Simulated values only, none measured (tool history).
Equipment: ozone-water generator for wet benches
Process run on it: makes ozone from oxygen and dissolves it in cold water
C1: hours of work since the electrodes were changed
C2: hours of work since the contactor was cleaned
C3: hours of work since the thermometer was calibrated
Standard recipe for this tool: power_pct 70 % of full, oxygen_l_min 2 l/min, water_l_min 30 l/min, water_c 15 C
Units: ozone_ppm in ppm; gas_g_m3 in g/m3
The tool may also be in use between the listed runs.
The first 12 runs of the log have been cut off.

Run 13, hour 564.4: usual settings but water_c 16 C; C1 2287; C2 2812; C3 105. Result: ozone_ppm 9.12 ppm, gas_g_m3 199.7 g/m3.
Run 14, hour 593.2: usual settings but water_c 16 C; C1 2311; C2 2835; C3 128. Result: ozone_ppm 9.09 ppm, gas_g_m3 199 g/m3.
Run 15, hour 645.1: usual settings but oxygen_l_min 1.59 l/min; C1 2354; C2 2878; C3 171. Result: ozone_ppm 8.4 ppm, gas_g_m3 226.7 g/m3.
Run 16, hour 686.3: usual settings; C1 2388; C2 2912; C3 205. Result: ozone_ppm 9.04 ppm, gas_g_m3 198 g/m3.
Run 17, hour 740.8: usual settings but power_pct 68 % of full, oxygen_l_min 1.58 l/min; C1 2433; C2 2958; C3 250. Result: ozone_ppm 8.25 ppm, gas_g_m3 220.8 g/m3.
Run 18, hour 799.5: usual settings but power_pct 68 % of full, oxygen_l_min 1.58 l/min; C1 2482; C2 3006; C3 299. Result: ozone_ppm 8.34 ppm, gas_g_m3 221.5 g/m3.
Run 19, hour 825.2: usual settings but power_pct 47 % of full, water_c 19 C; C1 2503; C2 3027; C3 320. Result: ozone_ppm 6.3 ppm, gas_g_m3 142.8 g/m3.
Run 20, hour 862.5: usual settings but power_pct 44 % of full; C1 2534; C2 3058; C3 351. Result: ozone_ppm 6.02 ppm, gas_g_m3 133.5 g/m3.
Run 21, hour 895.5: usual settings but oxygen_l_min 1.6 l/min, water_l_min 40 l/min; C1 2561; C2 3086; C3 378. Result: ozone_ppm 6.09 ppm, gas_g_m3 224.3 g/m3.
Run 22, hour 933.9: usual settings but oxygen_l_min 1.6 l/min, water_l_min 40 l/min; C1 2593; C2 3117; C3 410. Result: ozone_ppm 6.11 ppm, gas_g_m3 225.3 g/m3.
Run 23, hour 982.8: usual settings but water_c 21 C; C1 2633; C2 3158; C3 451. Result: ozone_ppm 8.71 ppm, gas_g_m3 199.7 g/m3.
Run 24, hour 1012.8: usual settings but oxygen_l_min 1.15 l/min; C1 2658; C2 3183; C3 475. Result: ozone_ppm 7.57 ppm, gas_g_m3 269.9 g/m3.
Run 25, hour 1038.4: usual settings but power_pct 47 % of full, oxygen_l_min 2.18 l/min; C1 2679; C2 3204; C3 497. Result: ozone_ppm 6.76 ppm, gas_g_m3 135.8 g/m3.
Run 26, hour 1085.5: usual settings but power_pct 78 % of full, oxygen_l_min 1.82 l/min, water_l_min 21 l/min, water_c 19 C; C1 2718; C2 3243; C3 536. Result: ozone_ppm 13.45 ppm, gas_g_m3 227.9 g/m3.
Run 27, hour 1113: usual settings but power_pct 96 % of full, oxygen_l_min 2.34 l/min, water_c 12 C; C1 2741; C2 3265; C3 558. Result: ozone_ppm 12.38 ppm, gas_g_m3 238.9 g/m3.
Run 28, hour 1170.5: usual settings but power_pct 86 % of full, oxygen_l_min 2.34 l/min, water_c 10 C; C1 2788; C2 3313; C3 606. Result: ozone_ppm 11.49 ppm, gas_g_m3 217.5 g/m3.
Run 29, hour 1204.5: usual settings but power_pct 43 % of full, oxygen_l_min 3.15 l/min, water_c 7 C; C1 2817; C2 3341; C3 634. Result: ozone_ppm 7.08 ppm, gas_g_m3 103 g/m3.
Run 30, hour 1230.4: usual settings but power_pct 43 % of full, oxygen_l_min 3.15 l/min, water_c 7 C; C1 2838; C2 3362; C3 655. Result: ozone_ppm 7.07 ppm, gas_g_m3 101.9 g/m3.
Run 31, hour 1263.1: usual settings but power_pct 64 % of full, oxygen_l_min 1.38 l/min, water_c 10 C; C1 2865; C2 3390; C3 682. Result: ozone_ppm 7.63 ppm, gas_g_m3 225.8 g/m3.
Run 32, hour 1302.9: usual settings but power_pct 64 % of full, oxygen_l_min 1.38 l/min, water_c 10 C; C1 2898; C2 3422; C3 715. Result: ozone_ppm 7.71 ppm, gas_g_m3 224.5 g/m3.

3 options for the next run, each taken on its own from the tool as it stands now. Forecast them:
Run A, hour 1340.1: usual settings but power_pct 99 % of full, oxygen_l_min 1.38 l/min, water_l_min 40 l/min, water_c 10 C; C1 2929; C2 3453; C3 746. Result: ozone_ppm ?, gas_g_m3 ?.
Run B, hour 1340.1: usual settings but oxygen_l_min 1.85 l/min, water_c 22 C; C1 2929; C2 3453; C3 746. Result: ozone_ppm ?, gas_g_m3 ?.
Run C, hour 1340.1: usual settings but oxygen_l_min 2.01 l/min; C1 2929; C2 3453; C3 746. Result: ozone_ppm ?, gas_g_m3 ?.

run  ozone_ppm  gas_g_m3
  A       7.99     322.7
  B       8.58     204.3
  C       8.94     197.2
The same runs, with their run-to-run variation unchanged, on a tool lacking any hidden condition would have given:
run  ozone_ppm  gas_g_m3
  A       8.76     344.7
  B       9.23       215
  C       9.62     207.5
